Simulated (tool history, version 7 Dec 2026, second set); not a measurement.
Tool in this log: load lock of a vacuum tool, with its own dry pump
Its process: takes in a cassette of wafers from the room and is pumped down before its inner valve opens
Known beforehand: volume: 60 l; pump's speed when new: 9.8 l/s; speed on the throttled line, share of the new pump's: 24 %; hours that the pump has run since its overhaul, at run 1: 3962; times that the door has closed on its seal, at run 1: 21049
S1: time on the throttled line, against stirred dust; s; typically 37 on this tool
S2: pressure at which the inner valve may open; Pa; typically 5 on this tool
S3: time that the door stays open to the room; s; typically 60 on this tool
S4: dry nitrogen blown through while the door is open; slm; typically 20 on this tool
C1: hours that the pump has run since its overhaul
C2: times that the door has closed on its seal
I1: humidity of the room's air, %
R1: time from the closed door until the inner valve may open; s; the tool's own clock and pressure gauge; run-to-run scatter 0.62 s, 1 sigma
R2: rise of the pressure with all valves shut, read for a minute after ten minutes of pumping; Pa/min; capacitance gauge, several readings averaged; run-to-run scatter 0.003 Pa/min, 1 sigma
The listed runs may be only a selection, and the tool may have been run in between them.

run 1 hour=0 | S1=37 S2=5 S3=60 S4=20 | C1=3962 C2=21049 | I1=46.9 | R1=90.4 R2=0.027
run 2 hour=77 | S1=53 S2=5 S3=60 S4=20 | C1=4039 C2=21261 | I1=48.6 | R1=101.7 R2=0.037
run 3 hour=151.6 | S1=53 S2=5 S3=60 S4=20 | C1=4114 C2=21466 | I1=45.6 | R1=102.3 R2=0.034
run 4 hour=244.4 | S1=53 S2=5 S3=167 S4=20 | C1=4207 C2=21722 | I1=42.9 | R1=103.1 R2=0.044
run 5 hour=299.7 | S1=53 S2=5 S3=167 S4=20 | C1=4262 C2=21875 | I1=44.5 | R1=101.3 R2=0.049
run 6 hour=382.1 | S1=37 S2=5 S3=50 S4=20 | C1=4344 C2=22102 | I1=44.3 | R1=88.9 R2=0.034
run 7 hour=469.1 | S1=22 S2=5 S3=60 S4=20 | C1=4431 C2=22342 | I1=45.2 | R1=78.5 R2=0.029
run 8 hour=516.8 | S1=22 S2=9 S3=60 S4=20 | C1=4479 C2=22474 | I1=45.6 | R1=74.6 R2=0.029
run 9 hour=560.6 | S1=18 S2=5 S3=107 S4=11 | C1=4523 C2=22594 | I1=40.8 | R1=76.3 R2=0.042
run 10 hour=620.4 | S1=41 S2=6 S3=121 S4=20 | C1=4583 C2=22759 | I1=46 | R1=91.7 R2=0.041
run 11 hour=711.7 | S1=33 S2=5 S3=171 S4=11 | C1=4674 C2=23011 | I1=47.5 | R1=88 R2=0.067
run 12 hour=783.3 | S1=33 S2=5 S3=34 S4=4 | C1=4746 C2=23208 | I1=44.9 | R1=86.3 R2=0.034
run 13 hour=861.7 | S1=33 S2=5 S3=34 S4=4 | C1=4824 C2=23425 | I1=45.5 | R1=86.5 R2=0.036

Forecast each of these 5 alternatives for the next run:
run A hour=940.4 | S1=22 S2=6 S3=166 S4=4 | C1=4903 C2=23642 | I1=43.2 | R1=? R2=?
run B hour=940.4 | S1=38 S2=5 S3=34 S4=4 | C1=4903 C2=23642 | I1=43.1 | R1=? R2=?
run C hour=940.4 | S1=33 S2=8 S3=34 S4=8 | C1=4903 C2=23642 | I1=44 | R1=? R2=?
run D hour=940.4 | S1=40 S2=5 S3=64 S4=36 | C1=4903 C2=23642 | I1=43.3 | R1=? R2=?
run E hour=940.4 | S1=38 S2=6 S3=60 S4=20 | C1=4903 C2=23642 | I1=47.1 | R1=? R2=?

run=A R1=76 R2=0.066
run=B R1=91.5 R2=0.035
run=C R1=84.5 R2=0.03
run=D R1=91 R2=0.021
run=E R1=89 R2=0.033
Take away the tool's hidden state, keep each run's random variation, and the runs would have read:
run=A R1=76 R2=0.065
run=B R1=91.5 R2=0.034
run=C R1=84.4 R2=0.029
run=D R1=91 R2=0.02
run=E R1=89 R2=0.032
